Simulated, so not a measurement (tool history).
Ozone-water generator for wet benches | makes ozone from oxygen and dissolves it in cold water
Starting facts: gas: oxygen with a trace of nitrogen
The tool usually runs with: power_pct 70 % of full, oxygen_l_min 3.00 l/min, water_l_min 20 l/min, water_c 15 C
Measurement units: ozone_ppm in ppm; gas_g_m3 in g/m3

{"run": 1, "hour": 0.0, "power_pct": 70, "oxygen_l_min": 3.0, "water_l_min": 20, "water_c": 15, "ozone_ppm": 16.0, "gas_g_m3": 179.0}
{"run": 2, "hour": 25.4, "power_pct": 70, "oxygen_l_min": 3.0, "water_l_min": 20, "water_c": 15, "ozone_ppm": 15.9, "gas_g_m3": 179.3}
{"run": 3, "hour": 48.2, "power_pct": 70, "oxygen_l_min": 3.0, "water_l_min": 16, "water_c": 15, "ozone_ppm": 19.3, "gas_g_m3": 178.4}
{"run": 4, "hour": 69.0, "power_pct": 70, "oxygen_l_min": 3.0, "water_l_min": 20, "water_c": 15, "ozone_ppm": 15.9, "gas_g_m3": 180.2}
{"run": 5, "hour": 91.7, "power_pct": 70, "oxygen_l_min": 3.0, "water_l_min": 20, "water_c": 15, "ozone_ppm": 16.0, "gas_g_m3": 178.0}
{"run": 6, "hour": 119.3, "power_pct": 70, "oxygen_l_min": 3.0, "water_l_min": 20, "water_c": 15, "ozone_ppm": 16.1, "gas_g_m3": 179.2}
{"run": 7, "hour": 151.0, "power_pct": 70, "oxygen_l_min": 3.0, "water_l_min": 20, "water_c": 15, "ozone_ppm": 15.7, "gas_g_m3": 180.1}
{"run": 8, "hour": 178.7, "power_pct": 70, "oxygen_l_min": 3.0, "water_l_min": 12, "water_c": 15, "ozone_ppm": 24.3, "gas_g_m3": 179.2}
{"run": 9, "hour": 209.4, "power_pct": 70, "oxygen_l_min": 3.0, "water_l_min": 12, "water_c": 15, "ozone_ppm": 24.2, "gas_g_m3": 179.6}
{"run": 10, "hour": 237.4, "power_pct": 77, "oxygen_l_min": 3.0, "water_l_min": 20, "water_c": 15, "ozone_ppm": 16.8, "gas_g_m3": 189.4}
{"run": 11, "hour": 269.2, "power_pct": 77, "oxygen_l_min": 3.0, "water_l_min": 20, "water_c": 15, "ozone_ppm": 16.8, "gas_g_m3": 190.3}
{"run": 12, "hour": 287.8, "power_pct": 71, "oxygen_l_min": 1.74, "water_l_min": 20, "water_c": 15, "ozone_ppm": 13.2, "gas_g_m3": 228.4}
{"run": 13, "hour": 315.4, "power_pct": 45, "oxygen_l_min": 5.14, "water_l_min": 20, "water_c": 11, "ozone_ppm": 14.7, "gas_g_m3": 111.4}
{"run": 14, "hour": 342.9, "power_pct": 70, "oxygen_l_min": 3.0, "water_l_min": 22, "water_c": 15, "ozone_ppm": 14.7, "gas_g_m3": 177.7}
{"run": 15, "hour": 363.8, "power_pct": 70, "oxygen_l_min": 3.0, "water_l_min": 22, "water_c": 15, "ozone_ppm": 14.7, "gas_g_m3": 180.3}
{"run": 16, "hour": 392.1, "power_pct": 70, "oxygen_l_min": 3.0, "water_l_min": 22, "water_c": 15, "ozone_ppm": 14.5, "gas_g_m3": 181.0}
{"run": 17, "hour": 405.7, "power_pct": 70, "oxygen_l_min": 3.0, "water_l_min": 22, "water_c": 15, "ozone_ppm": 14.6, "gas_g_m3": 180.0}
{"run": 18, "hour": 431.2, "power_pct": 70, "oxygen_l_min": 3.0, "water_l_min": 15, "water_c": 9, "ozone_ppm": 21.5, "gas_g_m3": 180.6}
{"run": 19, "hour": 446.2, "power_pct": 70, "oxygen_l_min": 1.56, "water_l_min": 29, "water_c": 9, "ozone_ppm": 8.6, "gas_g_m3": 234.6}
{"run": 20, "hour": 464.4, "power_pct": 70, "oxygen_l_min": 1.56, "water_l_min": 29, "water_c": 9, "ozone_ppm": 8.8, "gas_g_m3": 235.2}
{"run": 21, "hour": 485.1, "power_pct": 70, "oxygen_l_min": 1.56, "water_l_min": 29, "water_c": 19, "ozone_ppm": 8.2, "gas_g_m3": 234.7}
{"run": 22, "hour": 509.1, "power_pct": 70, "oxygen_l_min": 1.56, "water_l_min": 32, "water_c": 19, "ozone_ppm": 7.4, "gas_g_m3": 236.5}

Alternative continuations, all from the tool just after run 22; predict every row:
{"run": "A", "hour": 529.4, "power_pct": 88, "oxygen_l_min": 1.56, "water_l_min": 32, "water_c": 19, "ozone_ppm": "?", "gas_g_m3": "?"}
{"run": "B", "hour": 529.4, "power_pct": 41, "oxygen_l_min": 2.66, "water_l_min": 16, "water_c": 15, "ozone_ppm": "?", "gas_g_m3": "?"}
{"run": "C", "hour": 529.4, "power_pct": 99, "oxygen_l_min": 2.21, "water_l_min": 32, "water_c": 19, "ozone_ppm": "?", "gas_g_m3": "?"}
{"run": "D", "hour": 529.4, "power_pct": 70, "oxygen_l_min": 3.0, "water_l_min": 28, "water_c": 16, "ozone_ppm": "?", "gas_g_m3": "?"}
{"run": "E", "hour": 529.4, "power_pct": 70, "oxygen_l_min": 1.56, "water_l_min": 12, "water_c": 19, "ozone_ppm": "?", "gas_g_m3": "?"}

run=A ozone_ppm=8.4 gas_g_m3=271.9
run=B ozone_ppm=14.1 gas_g_m3=139.8
run=C ozone_ppm=10.6 gas_g_m3=248.6
run=D ozone_ppm=11.4 gas_g_m3=178.8
run=E ozone_ppm=19.8 gas_g_m3=235.3
With no hidden state in the tool, these same runs would have given:
run=A ozone_ppm=8.4 gas_g_m3=271.9
run=B ozone_ppm=14.1 gas_g_m3=139.8
run=C ozone_ppm=10.6 gas_g_m3=248.6
run=D ozone_ppm=11.4 gas_g_m3=178.8
run=E ozone_ppm=19.8 gas_g_m3=235.3
